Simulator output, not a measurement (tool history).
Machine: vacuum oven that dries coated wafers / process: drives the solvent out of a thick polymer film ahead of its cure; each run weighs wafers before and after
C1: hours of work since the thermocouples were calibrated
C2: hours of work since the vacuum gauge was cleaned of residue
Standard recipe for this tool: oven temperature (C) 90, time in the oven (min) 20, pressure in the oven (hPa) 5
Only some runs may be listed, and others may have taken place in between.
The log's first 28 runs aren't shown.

run 29 day=57.221 | oven_temperature_(C)=79 time_in_the_oven_(min)=10 pressure_in_the_oven_(hPa)=3.44 | C1=1607 C2=1360 | solvent_left_in_the_film_(%)=7.65
run 30 day=59.6 | oven_temperature_(C)=79 time_in_the_oven_(min)=10 pressure_in_the_oven_(hPa)=3.44 | C1=1648 C2=1400 | solvent_left_in_the_film_(%)=7.45
run 31 day=61.375 | oven_temperature_(C)=79 time_in_the_oven_(min)=10 pressure_in_the_oven_(hPa)=3.44 | C1=1678 C2=1431 | solvent_left_in_the_film_(%)=7.65
-- day=61.838 oven's thermocouples calibrated
run 32 day=64.062 | oven_temperature_(C)=99 time_in_the_oven_(min)=34 pressure_in_the_oven_(hPa)=4.23 | C1=38 C2=1475 | solvent_left_in_the_film_(%)=0.53
run 33 day=65.25 | oven_temperature_(C)=99 time_in_the_oven_(min)=34 pressure_in_the_oven_(hPa)=4.23 | C1=58 C2=1495 | solvent_left_in_the_film_(%)=0.52
run 34 day=67.967 | oven_temperature_(C)=90 time_in_the_oven_(min)=18 pressure_in_the_oven_(hPa)=17.68 | C1=105 C2=1542 | solvent_left_in_the_film_(%)=3.03
run 35 day=69.925 | oven_temperature_(C)=90 time_in_the_oven_(min)=18 pressure_in_the_oven_(hPa)=17.68 | C1=138 C2=1575 | solvent_left_in_the_film_(%)=3.04
run 36 day=71.575 | oven_temperature_(C)=86 time_in_the_oven_(min)=18 pressure_in_the_oven_(hPa)=17.68 | C1=167 C2=1604 | solvent_left_in_the_film_(%)=3.99
run 37 day=73.075 | oven_temperature_(C)=104 time_in_the_oven_(min)=31 pressure_in_the_oven_(hPa)=17.68 | C1=192 C2=1629 | solvent_left_in_the_film_(%)=1.11
run 38 day=75.067 | oven_temperature_(C)=82 time_in_the_oven_(min)=20 pressure_in_the_oven_(hPa)=9.13 | C1=226 C2=1663 | solvent_left_in_the_film_(%)=4.12
run 39 day=76.938 | oven_temperature_(C)=85 time_in_the_oven_(min)=20 pressure_in_the_oven_(hPa)=7.97 | C1=258 C2=1695 | solvent_left_in_the_film_(%)=3.15
run 40 day=79.1 | oven_temperature_(C)=85 time_in_the_oven_(min)=20 pressure_in_the_oven_(hPa)=7.97 | C1=295 C2=1732 | solvent_left_in_the_film_(%)=3.28
run 41 day=81.167 | oven_temperature_(C)=85 time_in_the_oven_(min)=20 pressure_in_the_oven_(hPa)=7.97 | C1=331 C2=1768 | solvent_left_in_the_film_(%)=3.3
run 42 day=82.725 | oven_temperature_(C)=85 time_in_the_oven_(min)=20 pressure_in_the_oven_(hPa)=7.97 | C1=357 C2=1795 | solvent_left_in_the_film_(%)=3.35
run 43 day=84.808 | oven_temperature_(C)=83 time_in_the_oven_(min)=20 pressure_in_the_oven_(hPa)=7.97 | C1=393 C2=1830 | solvent_left_in_the_film_(%)=3.79
run 44 day=87.729 | oven_temperature_(C)=83 time_in_the_oven_(min)=20 pressure_in_the_oven_(hPa)=5.59 | C1=443 C2=1880 | solvent_left_in_the_film_(%)=3.66
run 45 day=89.392 | oven_temperature_(C)=83 time_in_the_oven_(min)=20 pressure_in_the_oven_(hPa)=5.59 | C1=472 C2=1909 | solvent_left_in_the_film_(%)=3.68
-- day=91.275 vacuum gauge cleaned of residue and calibrated
run 46 day=91.45 | oven_temperature_(C)=100 time_in_the_oven_(min)=26 pressure_in_the_oven_(hPa)=4.39 | C1=506 C2=3 | solvent_left_in_the_film_(%)=0.21
run 47 day=94.162 | oven_temperature_(C)=100 time_in_the_oven_(min)=26 pressure_in_the_oven_(hPa)=4.39 | C1=552 C2=49 | solvent_left_in_the_film_(%)=0.28
run 48 day=96.625 | oven_temperature_(C)=100 time_in_the_oven_(min)=26 pressure_in_the_oven_(hPa)=4.39 | C1=594 C2=92 | solvent_left_in_the_film_(%)=0.27

3 ways to go on from here, each from the tool as it stands after run 48. What would each give?
run A day=98.917 | oven_temperature_(C)=77 time_in_the_oven_(min)=33 pressure_in_the_oven_(hPa)=4.39 | C1=634 C2=131 | solvent_left_in_the_film_(%)=?
run B day=98.917 | oven_temperature_(C)=100 time_in_the_oven_(min)=26 pressure_in_the_oven_(hPa)=3.73 | C1=634 C2=131 | solvent_left_in_the_film_(%)=?
run C day=98.917 | oven_temperature_(C)=90 time_in_the_oven_(min)=12 pressure_in_the_oven_(hPa)=6.6 | C1=634 C2=131 | solvent_left_in_the_film_(%)=?

run=A solvent_left_in_the_film_(%)=2.71
run=B solvent_left_in_the_film_(%)=0.34
run=C solvent_left_in_the_film_(%)=3.46
Had the tool no hidden state, the same runs would have come out as:
run=A solvent_left_in_the_film_(%)=2.46
run=B solvent_left_in_the_film_(%)=0.3
run=C solvent_left_in_the_film_(%)=3.23

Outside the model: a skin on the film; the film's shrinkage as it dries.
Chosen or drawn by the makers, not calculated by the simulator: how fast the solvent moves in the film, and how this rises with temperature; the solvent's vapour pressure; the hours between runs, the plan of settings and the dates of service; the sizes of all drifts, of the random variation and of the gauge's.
